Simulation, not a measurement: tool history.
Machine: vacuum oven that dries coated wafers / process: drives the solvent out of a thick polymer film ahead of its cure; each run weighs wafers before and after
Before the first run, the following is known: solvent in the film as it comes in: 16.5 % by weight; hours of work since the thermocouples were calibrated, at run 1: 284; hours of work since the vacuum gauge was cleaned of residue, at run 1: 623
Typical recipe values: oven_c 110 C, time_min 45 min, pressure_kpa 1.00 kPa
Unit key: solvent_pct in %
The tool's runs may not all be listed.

run,hour,oven_c,time_min,pressure_kpa,hours of work since the thermocouples were calibrated,hours of work since the vacuum gauge was cleaned of residue,solvent_pct
1,0.0,110,45,1.00,284,623,2.10
2,91.7,110,45,1.00,344,683,2.08
3,160.0,110,45,1.00,389,728,2.10
4,260.5,110,45,1.00,454,794,2.16
5,315.4,110,45,1.00,490,829,2.11
6,383.4,110,45,1.00,535,874,2.21
7,475.5,110,45,1.04,595,934,2.28
8,524.2,110,45,1.00,627,966,2.29
9,597.3,110,64,1.00,675,1014,1.52
10,675.3,110,64,1.00,726,1065,1.59
11,737.0,110,64,1.00,766,1105,1.57
12,801.5,110,27,1.00,808,1147,4.16
13,863.8,110,45,1.00,849,1188,2.37
14,968.1,110,79,1.00,917,1256,1.36
# hour 977.0: oven's thermocouples calibrated
15,1033.8,110,79,1.00,37,1298,1.54
16,1128.7,110,70,1.00,99,1360,1.62
17,1183.5,110,70,1.00,135,1396,1.62
18,1257.1,121,28,0.74,183,1444,2.35
19,1325.1,121,63,2.51,228,1488,1.99
20,1382.8,120,22,2.19,265,1526,4.22
21,1478.0,115,50,0.77,328,1588,1.62
22,1581.2,110,79,0.66,395,1656,1.41
# hour 1624.5: oven's thermocouples calibrated, once more
23,1645.7,116,37,0.57,14,1697,1.83
24,1696.7,115,63,1.22,47,1730,1.44
25,1792.3,115,63,1.22,110,1793,1.40
26,1844.7,115,63,1.22,144,1827,1.43
27,1904.4,113,31,2.01,183,1866,3.68

3 options for the next run, each taken on its own from the tool as it stands now. Forecast them:
A,1992.8,122,64,1.82,241,1924,?
B,1992.8,122,48,2.26,241,1924,?
C,1992.8,118,26,3.73,241,1924,?

run,solvent_pct
A,1.41
B,1.83
C,4.46
What these runs would have given with no unlogged condition in the tool:
run,solvent_pct
A,1.02
B,1.42
C,3.97
